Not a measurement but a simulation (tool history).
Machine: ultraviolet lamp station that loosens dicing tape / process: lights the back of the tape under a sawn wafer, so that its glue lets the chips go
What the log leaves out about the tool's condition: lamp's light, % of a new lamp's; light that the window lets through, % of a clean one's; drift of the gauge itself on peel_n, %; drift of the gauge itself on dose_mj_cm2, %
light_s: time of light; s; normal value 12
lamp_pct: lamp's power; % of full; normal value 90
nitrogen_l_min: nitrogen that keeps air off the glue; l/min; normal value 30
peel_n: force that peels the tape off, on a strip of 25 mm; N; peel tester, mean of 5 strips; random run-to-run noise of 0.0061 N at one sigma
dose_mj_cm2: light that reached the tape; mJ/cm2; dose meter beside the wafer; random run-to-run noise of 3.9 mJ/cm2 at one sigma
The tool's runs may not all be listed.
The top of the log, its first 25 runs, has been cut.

run    hour  light_s  lamp_pct  nitrogen_l_min  hours of work of the lamp  hours of work since the window was cleaned  peel_n  dose_mj_cm2
 26  1876.3       17        90              37                       1894                                         427   0.106          969
 27    1921       20        97              17                       1914                                         447   0.109         1218
       1927  -- lamp changed
 28  1995.1       20        97              17                         30                                         478   0.105         1221
     1999.8  -- window cleaned of glue's vapour
 29  2070.8       20        66              17                         62                                          31   0.162          834
 30  2135.3       12        74              11                         90                                          59   0.569          563
 31  2200.9        9        74              18                        119                                          87   0.756          428
 32  2255.1        9        74              18                        142                                         111   0.789          428
 33    2333        8        90              30                        176                                         144   0.477          462
 34  2413.2       14        66              17                        211                                         179   0.347          588
 35  2513.2        7        90              30                        254                                         223   0.642          401
 36  2589.5        6        64              11                        287                                         256   2.523          243
 37  2658.4        9        72              40                        317                                         285   0.497          421
 38  2732.6        9        72              40                        349                                         318   0.496          415
 39  2798.1       11        90              26                        377                                         346   0.226          640
 40  2901.2       12        83              36                        422                                         391   0.182          638
 41    2976       12        83              36                        455                                         423   0.183          642
 42  3029.7       11        85              18                        478                                         446   0.337          610

Here are 4 independent what-if runs from the current tool condition. What would each one return?
     3106.2  -- window cleaned of glue's vapour
  A  3114.6        9        84              30                        514                                           4       ?            ?
     3106.2  -- window cleaned of glue's vapour
  B  3114.6        9        75              54                        514                                           4       ?            ?
     3106.2  -- window cleaned of glue's vapour
  C  3114.6        8        97              30                        514                                           4       ?            ?
     3106.2  -- window cleaned of glue's vapour
  D  3114.6       13        85              28                        514                                           4       ?            ?

run  peel_n  dose_mj_cm2
  A    0.42          488
  B   0.392          442
  C   0.397          505
  D   0.171          724
With the hidden condition removed and each run's random variation left untouched, the same runs would have given:
run  peel_n  dose_mj_cm2
  A   0.419          468
  B   0.391          424
  C   0.396          484
  D   0.171          694
